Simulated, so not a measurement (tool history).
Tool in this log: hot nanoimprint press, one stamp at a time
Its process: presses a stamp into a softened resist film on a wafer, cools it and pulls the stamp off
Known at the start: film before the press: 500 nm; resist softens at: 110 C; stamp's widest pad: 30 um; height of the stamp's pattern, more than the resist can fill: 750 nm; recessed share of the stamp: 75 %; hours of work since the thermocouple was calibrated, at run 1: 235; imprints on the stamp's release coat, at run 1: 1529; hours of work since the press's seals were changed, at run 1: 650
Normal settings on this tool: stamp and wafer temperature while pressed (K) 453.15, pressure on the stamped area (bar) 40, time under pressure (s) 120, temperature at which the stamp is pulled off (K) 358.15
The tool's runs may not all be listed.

run   hour  stamp and wafer temperature while pressed (K)  pressure on the stamped area (bar)  time under pressure (s)  temperature at which the stamp is pulled off (K)  hours of work since the thermocouple was calibrated  imprints on the stamp's release coat  hours of work since the press's seals were changed  resist left under the stamp's widest pad (nm)  greatest force while the stamp is pulled off (N)
  1      0                                         453.15                                  40                      120                                            358.15                                                  235                                  1529                                                 650                                          279.3                                               186
  2   75.3                                         453.15                                  40                      106                                            358.15                                                  272                                  1770                                                 687                                          291.9                                               187
  3    145                                         453.15                                  40                      106                                            358.15                                                  306                                  1992                                                 722                                          289.8                                               192
     211.4  -- stamp cleaned and given a new release coat
  4  234.4                                         453.15                                  40                      120                                            358.15                                                  347                                    73                                                 762                                          279.8                                               143
  5  269.5                                         453.15                                  40                      120                                            358.15                                                  364                                   185                                                 780                                          280.8                                               137
  6    330                                         453.15                                  40                      120                                            358.15                                                  394                                   379                                                 809                                          277.7                                               147
  7  409.2                                         453.15                                  40                      120                                            358.15                                                  432                                   632                                                 848                                          278.6                                               154
  8  457.8                                         453.15                                  40                      120                                            358.15                                                  456                                   787                                                 872                                          278.1                                               157
  9  529.3                                         443.15                                  40                      111                                            357.15                                                  491                                  1016                                                 907                                          353.7                                               164
 10    568                                         441.15                                  40                      111                                            345.15                                                  510                                  1139                                                 926                                          366.8                                               209
 11  644.7                                         450.15                                51.5                       70                                            358.15                                                  548                                  1384                                                 964                                          309.4                                               175
 12  704.9                                         450.15                                51.5                       70                                            358.15                                                  577                                  1577                                                 993                                          310.5                                               177
     715.7  -- plate thermocouple calibrated
     723.7  -- press's hydraulic seals changed and the load cell set to zero
 13  782.8                                         449.15                                60.1                       88                                            361.15                                                   29                                  1791                                                  29                                          277.1                                               182
 14  821.3                                         447.15                                38.4                       88                                            356.15                                                   48                                  1914                                                  48                                          355.4                                               204
 15  891.4                                         459.15                                51.5                      234                                            344.15                                                   82                                  2138                                                  82                                          167.5                                               259

Each row is a separate what-if for the run after 15, all from the same tool condition, not one after another. Results?
     913.6  -- stamp cleaned and given a new release coat
  A  967.3                                         449.15                                26.6                      210                                            358.15                                                  117                                   171                                                 117                                              ?                                                 ?
     913.6  -- stamp cleaned and given a new release coat
  B  967.3                                         453.15                                  40                      176                                            347.15                                                  117                                   171                                                 117                                              ?                                                 ?
     913.6  -- stamp cleaned and given a new release coat
  C  967.3                                         462.15                                32.8                      120                                            358.15                                                  117                                   171                                                 117                                              ?                                                 ?

run  resist left under the stamp's widest pad (nm)  greatest force while the stamp is pulled off (N)
  A                                          317.7                                               150
  B                                          248.8                                               180
  C                                            252                                               144
The same runs, with their run-to-run variation unchanged, on a tool lacking any hidden condition would have given:
run  resist left under the stamp's widest pad (nm)  greatest force while the stamp is pulled off (N)
  A                                          319.6                                               146
  B                                          249.8                                               176
  C                                          253.1                                               141
